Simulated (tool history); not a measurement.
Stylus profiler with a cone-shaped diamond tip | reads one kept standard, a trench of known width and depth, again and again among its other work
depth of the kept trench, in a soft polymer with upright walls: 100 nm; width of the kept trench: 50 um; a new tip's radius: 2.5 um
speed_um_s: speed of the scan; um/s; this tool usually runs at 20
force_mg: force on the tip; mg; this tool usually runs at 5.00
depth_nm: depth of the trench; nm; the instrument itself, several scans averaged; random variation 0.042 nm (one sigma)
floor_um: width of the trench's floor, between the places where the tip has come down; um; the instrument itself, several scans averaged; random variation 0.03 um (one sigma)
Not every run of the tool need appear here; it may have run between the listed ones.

run,hour,speed_um_s,force_mg,depth_nm,floor_um
1,0.0,20,5.00,101.75,48.08
2,36.8,20,5.00,101.65,48.06
3,60.7,20,8.07,102.56,48.06
4,84.5,10,8.07,102.57,48.13
5,113.4,10,8.07,102.48,48.06
6,150.7,10,10.20,102.93,48.07
7,174.3,20,5.00,101.71,48.03
8,198.2,18,5.00,101.72,48.08
9,222.6,18,5.00,101.73,48.05
10,240.8,18,5.00,101.71,48.03
11,278.2,18,2.67,101.00,48.03
12,309.1,18,2.67,100.96,48.02
13,342.0,20,5.00,101.62,48.02
14,373.2,20,5.00,101.76,48.00
15,394.4,20,5.00,101.72,47.99
16,425.4,20,5.00,101.73,47.96
17,458.2,20,7.86,102.44,48.00
18,496.0,20,7.86,102.43,48.02
19,515.4,25,5.00,101.72,47.92
20,531.5,25,5.00,101.71,47.98
21,561.7,20,5.00,101.68,47.95
22,580.3,20,5.00,101.70,47.99
23,616.0,20,5.00,101.65,47.96
24,654.2,30,5.00,101.67,47.98
25,691.9,5,5.00,101.67,48.01
26,711.5,12,12.38,103.43,48.03
27,730.4,8,5.90,101.83,47.99
28,749.3,8,5.90,101.95,48.03
29,773.4,23,5.00,101.64,47.90
30,806.4,54,5.70,101.89,47.83
31,838.1,55,5.23,101.71,47.75
32,855.5,28,2.60,100.93,47.85
33,894.4,10,9.83,102.83,47.96
34,910.5,10,9.83,102.90,47.93
35,948.5,6,4.80,101.49,47.94
36,965.3,6,4.80,101.54,47.94
37,986.1,9,6.00,101.91,47.97
38,1005.7,12,3.74,101.22,47.89
39,1038.9,27,2.58,100.87,47.85
40,1070.7,32,4.86,101.54,47.83
41,1102.5,10,5.00,101.60,47.93
42,1120.0,7,5.00,101.67,47.92
43,1135.8,54,2.91,100.93,47.67
44,1159.4,7,2.55,100.84,47.92
45,1195.5,7,2.55,100.86,47.91
46,1232.2,60,2.75,100.97,47.62
47,1263.3,60,2.75,100.91,47.53

Below, some changes in depth_nm between adjacent runs. For each, the amount present without the hidden state too (settings, incoming material, random variation) and the amount remaining for the hidden state with gauge scatter not shared by both compared results:
What the log doesn't record here: radius of the tip, um; height scale over the true one, %; drift of the gauge itself on depth_nm, %; drift of the gauge itself on floor_um, %.
Run 1 -> 2: no setting changed, nothing entered. depth_nm -0.10 nm: hidden state -0.01, all else -0.09.
Run 16 -> 17: force_mg 5.00 -> 7.86. depth_nm +0.71 nm: hidden state -0.02, all else +0.73.
Run 25 -> 26: speed_um_s 5 -> 12, force_mg 5.00 -> 12.38. depth_nm +1.76 nm: hidden state +0.00, all else +1.76.
Run 26 -> 27: speed_um_s 12 -> 8, force_mg 12.38 -> 5.90. depth_nm -1.60 nm: hidden state +0.00, all else -1.60.
Run 32 -> 33: speed_um_s 28 -> 10, force_mg 2.60 -> 9.83. depth_nm +1.90 nm: hidden state -0.02, all else +1.92.

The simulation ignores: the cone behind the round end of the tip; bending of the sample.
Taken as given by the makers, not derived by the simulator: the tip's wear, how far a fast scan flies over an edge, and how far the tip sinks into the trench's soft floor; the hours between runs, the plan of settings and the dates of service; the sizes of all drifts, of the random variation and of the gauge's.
